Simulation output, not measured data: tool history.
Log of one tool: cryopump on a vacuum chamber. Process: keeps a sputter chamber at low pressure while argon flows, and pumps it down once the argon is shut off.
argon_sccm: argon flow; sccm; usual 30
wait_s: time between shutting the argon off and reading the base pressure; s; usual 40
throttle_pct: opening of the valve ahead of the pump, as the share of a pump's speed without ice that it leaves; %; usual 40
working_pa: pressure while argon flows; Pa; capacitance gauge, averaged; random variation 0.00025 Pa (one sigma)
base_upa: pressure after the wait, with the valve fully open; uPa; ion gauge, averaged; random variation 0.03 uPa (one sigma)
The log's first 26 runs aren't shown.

run,hour,argon_sccm,wait_s,throttle_pct,hours of work since the pump was warmed up and emptied,hours of work since the cold head was overhauled,hours of work since the chamber's fittings were tightened,working_pa,base_upa
27,303.7,40,40,17,190,583,139,0.1620,1.65
28,318.3,40,40,17,199,592,148,0.1617,1.65
29,329.6,27,63,25,206,599,155,0.0751,1.16
30,336.2,27,63,25,211,603,159,0.0751,1.13
31,349.6,26,205,27,219,612,167,0.0671,0.55
32,364.4,26,205,27,228,621,177,0.0672,0.58
33,371.7,26,205,27,233,626,181,0.0677,0.59
34,385.3,21,45,40,241,634,190,0.0379,1.57
35,397.5,44,30,34,249,642,197,0.0908,2.21

Forecast each of these 3 alternatives for the next run:
A,413.6,42,284,56,259,652,207,?,?
B,413.6,34,26,49,259,652,207,?,?
C,413.6,15,23,40,259,652,207,?,?

run,working_pa,base_upa
A,0.0546,0.51
B,0.0499,2.52
C,0.0272,2.72
Without the tool's hidden state the same runs would have given:
run,working_pa,base_upa
A,0.0509,0.29
B,0.0468,2.29
C,0.0258,2.50
